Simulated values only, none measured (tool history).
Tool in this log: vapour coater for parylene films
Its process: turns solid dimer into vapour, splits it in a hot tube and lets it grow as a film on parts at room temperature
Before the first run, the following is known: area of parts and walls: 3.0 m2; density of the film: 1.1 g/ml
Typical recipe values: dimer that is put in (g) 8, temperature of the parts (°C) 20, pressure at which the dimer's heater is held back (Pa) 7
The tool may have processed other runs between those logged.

run	hour	dimer that is put in (g)	temperature of the parts (°C)	pressure at which the dimer's heater is held back (Pa)	thickness of the film (nm)
1	0	8	20	7	1163
2	42.9	8	20	7	1156
3	95.6	8	20	7	1163
4	134.6	8	20	7	1163
5	206.5	8	20	7	1142
6	293.1	8	20	7	1153
7	341.4	8	20	7	1151
8	390.8	8	20	7	1156
9	435.5	8	20	7	1150
10	475.8	8	20	7.1	1150
# hour 515.1: trap's valve overhauled
11	558.6	6	20	7	859
12	599.4	6	20	7	854
13	674.6	8	20	7	1137
14	735.7	8	20	7	1141
15	774.3	8	20	7	1141
# hour 855: table's thermometer calibrated
16	857.5	8	20	7	1139
17	915.3	8	19	7	1171
18	999.6	8	19	7	1173
19	1050.2	8	19	7	1154
20	1114.6	8	16	7	1278
# hour 1135.7: gauge calibrated
21	1166	3	16	7	489
22	1216.1	4	14	3.23	816
23	1263.9	14	21	6.92	1965
24	1333.5	6	14	8.47	1016
25	1408.8	7	13	2.14	1603
# hour 1429.6: trap's valve overhauled
26	1477.8	5	19	6.25	758
27	1563.8	5	19	4.52	812
28	1611.4	5	19	4.52	801
29	1689	8	17	9.08	1199
30	1760.1	3	15	2.06	636
31	1837.3	11	27	2.06	1592
32	1905.5	12	20	6.67	1719
33	1943.6	4	25	3.49	547
34	2030.6	4	25	3.49	554
35	2112.1	4	25	3.49	564
36	2156.7	4	25	3.49	551
37	2230.9	3	30	7.01	309
38	2308.1	3	30	7.01	292
# hour 2344.4: trap's valve overhauled
39	2368.1	5	20	4.1	776
40	2437.7	5	20	4.1	776
41	2483	5	20	4.1	794

Consider 4 possible next runs. They are alternatives, not a sequence: every one starts from the tool as it was left by run 41. What does each give?
A	2546.3	8	20	7	?
B	2546.3	6	17	4.55	?
C	2546.3	6	20	10.99	?
D	2546.3	8	17	2.23	?

run	thickness of the film (nm)
A	1128
B	1000
C	775
D	1546
With the hidden condition removed and each run's random variation left untouched, the same runs would have given:
run	thickness of the film (nm)
A	1171
B	1038
C	804
D	1606
